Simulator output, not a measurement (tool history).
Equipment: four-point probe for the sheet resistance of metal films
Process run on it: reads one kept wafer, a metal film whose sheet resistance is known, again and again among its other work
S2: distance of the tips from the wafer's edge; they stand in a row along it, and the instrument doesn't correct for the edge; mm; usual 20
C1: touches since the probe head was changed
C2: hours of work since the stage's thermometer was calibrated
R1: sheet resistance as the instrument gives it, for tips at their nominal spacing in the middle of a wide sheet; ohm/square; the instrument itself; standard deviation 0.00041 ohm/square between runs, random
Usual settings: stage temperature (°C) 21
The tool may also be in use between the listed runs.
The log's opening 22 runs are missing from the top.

{"run": 23, "hour": 1762.5, "stage temperature (°C)": 21, "S2": 8, "C1": 12769, "C2": 1867, "R1": 2.064637}
{"run": 24, "hour": 1857.7, "stage temperature (°C)": 24, "S2": 8, "C1": 17240, "C2": 1930, "R1": 2.066066}
{"run": 25, "hour": 1912.2, "stage temperature (°C)": 24, "S2": 8, "C1": 19797, "C2": 1967, "R1": 2.065425}
{"run": 26, "hour": 1960.9, "stage temperature (°C)": 24, "S2": 48, "C1": 22086, "C2": 1999, "R1": 2.058901}
{"run": 27, "hour": 2057.8, "stage temperature (°C)": 24, "S2": 48, "C1": 26633, "C2": 2064, "R1": 2.058738}
{"run": 28, "hour": 2153.1, "stage temperature (°C)": 31, "S2": 10, "C1": 31108, "C2": 2128, "R1": 2.065168}
{"run": 29, "hour": 2248.7, "stage temperature (°C)": 31, "S2": 10, "C1": 35597, "C2": 2192, "R1": 2.065122}
{"hour": 2274.3, "done": "stage's thermometer calibrated"}
{"run": 30, "hour": 2357.0, "stage temperature (°C)": 19, "S2": 4, "C1": 40656, "C2": 55, "R1": 2.084713}
{"run": 31, "hour": 2468.0, "stage temperature (°C)": 34, "S2": 20, "C1": 45869, "C2": 129, "R1": 2.062589}
{"run": 32, "hour": 2522.4, "stage temperature (°C)": 34, "S2": 20, "C1": 48422, "C2": 166, "R1": 2.061761}
{"run": 33, "hour": 2580.3, "stage temperature (°C)": 29, "S2": 14, "C1": 51140, "C2": 204, "R1": 2.061857}
{"run": 34, "hour": 2665.3, "stage temperature (°C)": 29, "S2": 14, "C1": 55132, "C2": 261, "R1": 2.061991}
{"run": 35, "hour": 2738.1, "stage temperature (°C)": 27, "S2": 21, "C1": 58552, "C2": 310, "R1": 2.060259}
{"run": 36, "hour": 2832.7, "stage temperature (°C)": 19, "S2": 34, "C1": 62994, "C2": 373, "R1": 2.057186}
{"run": 37, "hour": 2940.1, "stage temperature (°C)": 19, "S2": 34, "C1": 68032, "C2": 445, "R1": 2.056951}
{"run": 38, "hour": 3017.4, "stage temperature (°C)": 19, "S2": 34, "C1": 71662, "C2": 497, "R1": 2.057749}
{"run": 39, "hour": 3115.0, "stage temperature (°C)": 22, "S2": 7, "C1": 76247, "C2": 562, "R1": 2.066855}
{"run": 40, "hour": 3196.4, "stage temperature (°C)": 20, "S2": 8, "C1": 80069, "C2": 616, "R1": 2.064094}
{"run": 41, "hour": 3254.2, "stage temperature (°C)": 23, "S2": 48, "C1": 82779, "C2": 655, "R1": 2.058289}
{"run": 42, "hour": 3302.9, "stage temperature (°C)": 27, "S2": 4, "C1": 85067, "C2": 687, "R1": 2.086912}
{"run": 43, "hour": 3395.1, "stage temperature (°C)": 19, "S2": 6, "C1": 89399, "C2": 749, "R1": 2.069449}
{"run": 44, "hour": 3450.8, "stage temperature (°C)": 26, "S2": 4, "C1": 92011, "C2": 786, "R1": 2.086704}
{"run": 45, "hour": 3497.0, "stage temperature (°C)": 30, "S2": 17, "C1": 94182, "C2": 817, "R1": 2.061463}
{"run": 46, "hour": 3604.3, "stage temperature (°C)": 29, "S2": 26, "C1": 99218, "C2": 889, "R1": 2.059463}

Each row is a separate what-if for the run after 46, all from the same tool condition, not one after another. Results?
{"run": "A", "hour": 3707.0, "stage temperature (°C)": 32, "S2": 26, "C1": 104040, "C2": 957, "R1": "?"}
{"run": "B", "hour": 3707.0, "stage temperature (°C)": 20, "S2": 19, "C1": 104040, "C2": 957, "R1": "?"}
{"run": "C", "hour": 3707.0, "stage temperature (°C)": 25, "S2": 20, "C1": 104040, "C2": 957, "R1": "?"}

run=A R1=2.061707
run=B R1=2.057186
run=C R1=2.059963
Had the tool no hidden state, the same runs would have come out as:
run=A R1=2.061887
run=B R1=2.057365
run=C R1=2.060142
